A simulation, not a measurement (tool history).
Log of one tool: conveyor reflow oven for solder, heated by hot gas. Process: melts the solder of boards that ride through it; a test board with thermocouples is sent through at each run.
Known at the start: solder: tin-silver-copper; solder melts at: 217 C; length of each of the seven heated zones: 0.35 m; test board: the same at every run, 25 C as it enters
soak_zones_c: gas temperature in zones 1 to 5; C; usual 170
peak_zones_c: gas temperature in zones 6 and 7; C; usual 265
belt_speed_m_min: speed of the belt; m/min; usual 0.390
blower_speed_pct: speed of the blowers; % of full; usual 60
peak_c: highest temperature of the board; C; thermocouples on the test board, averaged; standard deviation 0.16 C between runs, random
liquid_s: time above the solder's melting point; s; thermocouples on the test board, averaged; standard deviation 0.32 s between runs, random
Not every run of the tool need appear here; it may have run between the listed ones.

run 1 day=0.000 | soak_zones_c=170 peak_zones_c=265 belt_speed_m_min=0.390 blower_speed_pct=60 | peak_c=250.0 liquid_s=78.2
run 2 day=0.371 | soak_zones_c=171 peak_zones_c=265 belt_speed_m_min=0.390 blower_speed_pct=60 | peak_c=250.1 liquid_s=78.4
run 3 day=0.767 | soak_zones_c=171 peak_zones_c=265 belt_speed_m_min=0.390 blower_speed_pct=60 | peak_c=250.2 liquid_s=78.4
run 4 day=1.088 | soak_zones_c=171 peak_zones_c=265 belt_speed_m_min=0.390 blower_speed_pct=60 | peak_c=250.2 liquid_s=78.1
run 5 day=1.571 | soak_zones_c=171 peak_zones_c=265 belt_speed_m_min=0.390 blower_speed_pct=60 | peak_c=249.9 liquid_s=78.6
run 6 day=1.879 | soak_zones_c=171 peak_zones_c=265 belt_speed_m_min=0.390 blower_speed_pct=60 | peak_c=250.2 liquid_s=78.7
run 7 day=2.454 | soak_zones_c=171 peak_zones_c=278 belt_speed_m_min=0.390 blower_speed_pct=60 | peak_c=261.9 liquid_s=88.7
run 8 day=2.746 | soak_zones_c=170 peak_zones_c=269 belt_speed_m_min=0.390 blower_speed_pct=60 | peak_c=253.6 liquid_s=81.5
run 9 day=3.400 | soak_zones_c=170 peak_zones_c=265 belt_speed_m_min=0.390 blower_speed_pct=60 | peak_c=250.0 liquid_s=77.4
run 10 day=3.917 | soak_zones_c=170 peak_zones_c=265 belt_speed_m_min=0.390 blower_speed_pct=60 | peak_c=250.0 liquid_s=77.9
run 11 day=4.350 | soak_zones_c=170 peak_zones_c=265 belt_speed_m_min=0.390 blower_speed_pct=60 | peak_c=249.6 liquid_s=77.0
-- day=4.750 flux residue cleaned out of gas plates and filters
run 12 day=5.171 | soak_zones_c=164 peak_zones_c=265 belt_speed_m_min=0.390 blower_speed_pct=60 | peak_c=249.9 liquid_s=74.8
run 13 day=5.488 | soak_zones_c=170 peak_zones_c=265 belt_speed_m_min=0.390 blower_speed_pct=60 | peak_c=250.6 liquid_s=78.5
run 14 day=5.912 | soak_zones_c=170 peak_zones_c=265 belt_speed_m_min=0.390 blower_speed_pct=60 | peak_c=250.9 liquid_s=78.6
run 15 day=6.238 | soak_zones_c=170 peak_zones_c=265 belt_speed_m_min=0.362 blower_speed_pct=60 | peak_c=252.5 liquid_s=87.5
run 16 day=6.650 | soak_zones_c=170 peak_zones_c=265 belt_speed_m_min=0.390 blower_speed_pct=60 | peak_c=250.6 liquid_s=78.6
run 17 day=7.167 | soak_zones_c=183 peak_zones_c=265 belt_speed_m_min=0.390 blower_speed_pct=60 | peak_c=252.6 liquid_s=87.0
run 18 day=7.808 | soak_zones_c=170 peak_zones_c=265 belt_speed_m_min=0.357 blower_speed_pct=54 | peak_c=251.9 liquid_s=87.6
run 19 day=8.075 | soak_zones_c=170 peak_zones_c=265 belt_speed_m_min=0.357 blower_speed_pct=54 | peak_c=251.9 liquid_s=87.9
run 20 day=8.567 | soak_zones_c=165 peak_zones_c=265 belt_speed_m_min=0.390 blower_speed_pct=66 | peak_c=250.9 liquid_s=77.0
run 21 day=9.104 | soak_zones_c=165 peak_zones_c=265 belt_speed_m_min=0.390 blower_speed_pct=66 | peak_c=250.7 liquid_s=77.1
run 22 day=9.725 | soak_zones_c=184 peak_zones_c=265 belt_speed_m_min=0.390 blower_speed_pct=87 | peak_c=256.2 liquid_s=93.1
run 23 day=10.054 | soak_zones_c=184 peak_zones_c=265 belt_speed_m_min=0.390 blower_speed_pct=87 | peak_c=256.2 liquid_s=93.1
run 24 day=10.625 | soak_zones_c=179 peak_zones_c=265 belt_speed_m_min=0.437 blower_speed_pct=60 | peak_c=248.7 liquid_s=70.8
run 25 day=11.012 | soak_zones_c=179 peak_zones_c=265 belt_speed_m_min=0.437 blower_speed_pct=60 | peak_c=248.7 liquid_s=71.2
run 26 day=11.654 | soak_zones_c=179 peak_zones_c=265 belt_speed_m_min=0.437 blower_speed_pct=60 | peak_c=248.5 liquid_s=71.4
run 27 day=12.121 | soak_zones_c=179 peak_zones_c=265 belt_speed_m_min=0.312 blower_speed_pct=60 | peak_c=256.8 liquid_s=113.6
run 28 day=12.604 | soak_zones_c=171 peak_zones_c=265 belt_speed_m_min=0.437 blower_speed_pct=51 | peak_c=244.5 liquid_s=61.7
run 29 day=13.225 | soak_zones_c=171 peak_zones_c=265 belt_speed_m_min=0.437 blower_speed_pct=51 | peak_c=244.7 liquid_s=61.6
run 30 day=13.883 | soak_zones_c=171 peak_zones_c=265 belt_speed_m_min=0.437 blower_speed_pct=51 | peak_c=244.6 liquid_s=62.0
run 31 day=14.258 | soak_zones_c=170 peak_zones_c=265 belt_speed_m_min=0.331 blower_speed_pct=60 | peak_c=254.4 liquid_s=99.9

Alternative continuations, all from the tool just after run 31; predict every row:
run A day=14.733 | soak_zones_c=177 peak_zones_c=266 belt_speed_m_min=0.390 blower_speed_pct=80 | peak_c=? liquid_s=?
run B day=14.733 | soak_zones_c=183 peak_zones_c=253 belt_speed_m_min=0.314 blower_speed_pct=60 | peak_c=? liquid_s=?
run C day=14.733 | soak_zones_c=170 peak_zones_c=260 belt_speed_m_min=0.390 blower_speed_pct=60 | peak_c=? liquid_s=?

run=A peak_c=255.4 liquid_s=87.5
run=B peak_c=245.2 liquid_s=104.1
run=C peak_c=245.7 liquid_s=73.7
With the hidden condition removed and each run's random variation left untouched, the same runs would have given:
run=A peak_c=257.1 liquid_s=88.5
run=B peak_c=246.8 liquid_s=105.5
run=C peak_c=247.3 liquid_s=75.3

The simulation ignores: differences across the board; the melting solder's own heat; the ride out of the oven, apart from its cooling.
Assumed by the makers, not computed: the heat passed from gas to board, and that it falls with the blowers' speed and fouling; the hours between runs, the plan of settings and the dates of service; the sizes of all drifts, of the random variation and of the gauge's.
